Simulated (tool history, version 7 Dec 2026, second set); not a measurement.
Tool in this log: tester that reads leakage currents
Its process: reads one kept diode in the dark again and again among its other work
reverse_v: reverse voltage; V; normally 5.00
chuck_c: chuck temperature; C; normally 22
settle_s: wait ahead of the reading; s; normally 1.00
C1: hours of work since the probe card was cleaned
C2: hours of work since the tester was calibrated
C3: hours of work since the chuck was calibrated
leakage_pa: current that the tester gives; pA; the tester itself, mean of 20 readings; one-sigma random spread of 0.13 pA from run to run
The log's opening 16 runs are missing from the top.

Run 17, day 99.150: usual settings but chuck_c 21 C; C1 389; C2 4260; C3 328. Result: leakage_pa 38.62 pA.
Run 18, day 102.654: usual settings but chuck_c 21 C; C1 444; C2 4315; C3 383. Result: leakage_pa 39.12 pA.
Run 19, day 111.283: usual settings but chuck_c 21 C; C1 580; C2 4451; C3 519. Result: leakage_pa 40.45 pA.
Run 20, day 117.962: usual settings but reverse_v 1.34 V, chuck_c 21 C; C1 685; C2 4556; C3 624. Result: leakage_pa 21.88 pA.
Run 21, day 123.958: usual settings but reverse_v 2.26 V, chuck_c 26 C, settle_s 8.01 s; C1 779; C2 4650; C3 718. Result: leakage_pa 42.99 pA.
Run 22, day 129.475: usual settings but reverse_v 2.26 V, chuck_c 26 C, settle_s 8.01 s; C1 866; C2 4737; C3 805. Result: leakage_pa 43.65 pA.
At day 133.750: tester calibrated.
Run 23, day 134.938: usual settings but reverse_v 2.26 V, chuck_c 26 C, settle_s 2.77 s; C1 951; C2 19; C3 890. Result: leakage_pa 45.15 pA.
Run 24, day 138.638: usual settings but reverse_v 8.88 V, chuck_c 30 C, settle_s 1.73 s; C1 1009; C2 77; C3 948. Result: leakage_pa 121.62 pA.
At day 144.417: chuck's temperature calibrated.
Run 25, day 146.175: usual settings but settle_s 7.30 s; C1 1126; C2 194; C3 28. Result: leakage_pa 42.41 pA.
At day 148.304: probe card cleaned and baked.
Run 26, day 154.579: usual settings but chuck_c 50 C, settle_s 4.28 s; C1 99; C2 324; C3 158. Result: leakage_pa 362.64 pA.
Run 27, day 163.029: usual settings but chuck_c 55 C, settle_s 4.28 s; C1 232; C2 457; C3 291. Result: leakage_pa 532.18 pA.
Run 28, day 169.567: usual settings but chuck_c 55 C, settle_s 4.28 s; C1 334; C2 560; C3 393. Result: leakage_pa 538.70 pA.
Run 29, day 175.842: usual settings but reverse_v 11.48 V, chuck_c 21 C; C1 433; C2 659; C3 492. Result: leakage_pa 61.04 pA.
Run 30, day 184.021: usual settings but reverse_v 1.13 V, chuck_c 24 C; C1 562; C2 787; C3 621. Result: leakage_pa 26.07 pA.
Run 31, day 190.375: usual settings but reverse_v 1.13 V, chuck_c 24 C; C1 662; C2 887; C3 721. Result: leakage_pa 26.72 pA.
Run 32, day 197.017: usual settings but reverse_v 2.03 V, chuck_c 27 C, settle_s 9.52 s; C1 766; C2 992; C3 825. Result: leakage_pa 45.52 pA.
Run 33, day 202.667: usual settings but reverse_v 2.03 V, chuck_c 27 C, settle_s 9.52 s; C1 855; C2 1080; C3 914. Result: leakage_pa 46.47 pA.
Run 34, day 210.029: usual settings but reverse_v 2.03 V, chuck_c 24 C, settle_s 9.52 s; C1 971; C2 1196; C3 1030. Result: leakage_pa 37.23 pA.
At day 210.575: chuck's temperature calibrated.
Run 35, day 218.388: usual settings but reverse_v 2.03 V, chuck_c 24 C, settle_s 9.52 s; C1 1101; C2 1326; C3 123. Result: leakage_pa 31.64 pA.
At day 222.208: probe card cleaned and baked.
Run 36, day 225.750: usual settings but reverse_v 2.03 V, chuck_c 24 C, settle_s 9.52 s; C1 56; C2 1440; C3 237. Result: leakage_pa 31.19 pA.
Run 37, day 234.212: usual settings but reverse_v 2.03 V, chuck_c 24 C, settle_s 9.52 s; C1 189; C2 1573; C3 370. Result: leakage_pa 32.22 pA.
Run 38, day 241.262: usual settings but reverse_v 2.03 V, chuck_c 35 C, settle_s 0.35 s; C1 300; C2 1684; C3 481. Result: leakage_pa 81.37 pA.
Run 39, day 247.954: usual settings but reverse_v 1.99 V, chuck_c 31 C, settle_s 0.44 s; C1 405; C2 1789; C3 586. Result: leakage_pa 60.04 pA.

What if the next run were any one of these 4? Each begins from the tool's condition after run 39:
Run A, day 256.450: usual settings but reverse_v 1.37 V, chuck_c 31 C, settle_s 0.44 s; C1 538; C2 1923; C3 719. Result: leakage_pa ?.
Run B, day 256.450: usual settings but chuck_c 34 C, settle_s 0.45 s; C1 538; C2 1923; C3 719. Result: leakage_pa ?.
Run C, day 256.450: usual settings but chuck_c 48 C, settle_s 8.40 s; C1 538; C2 1923; C3 719. Result: leakage_pa ?.
Run D, day 256.450: usual settings but reverse_v 1.36 V, chuck_c 47 C, settle_s 0.97 s; C1 538; C2 1923; C3 719. Result: leakage_pa ?.

run  leakage_pa
  A       51.35
  B      120.27
  C      343.42
  D      173.66
With the hidden condition removed and each run's random variation left untouched, the same runs would have given:
run  leakage_pa
  A       45.06
  B      105.32
  C      306.26
  D      155.14

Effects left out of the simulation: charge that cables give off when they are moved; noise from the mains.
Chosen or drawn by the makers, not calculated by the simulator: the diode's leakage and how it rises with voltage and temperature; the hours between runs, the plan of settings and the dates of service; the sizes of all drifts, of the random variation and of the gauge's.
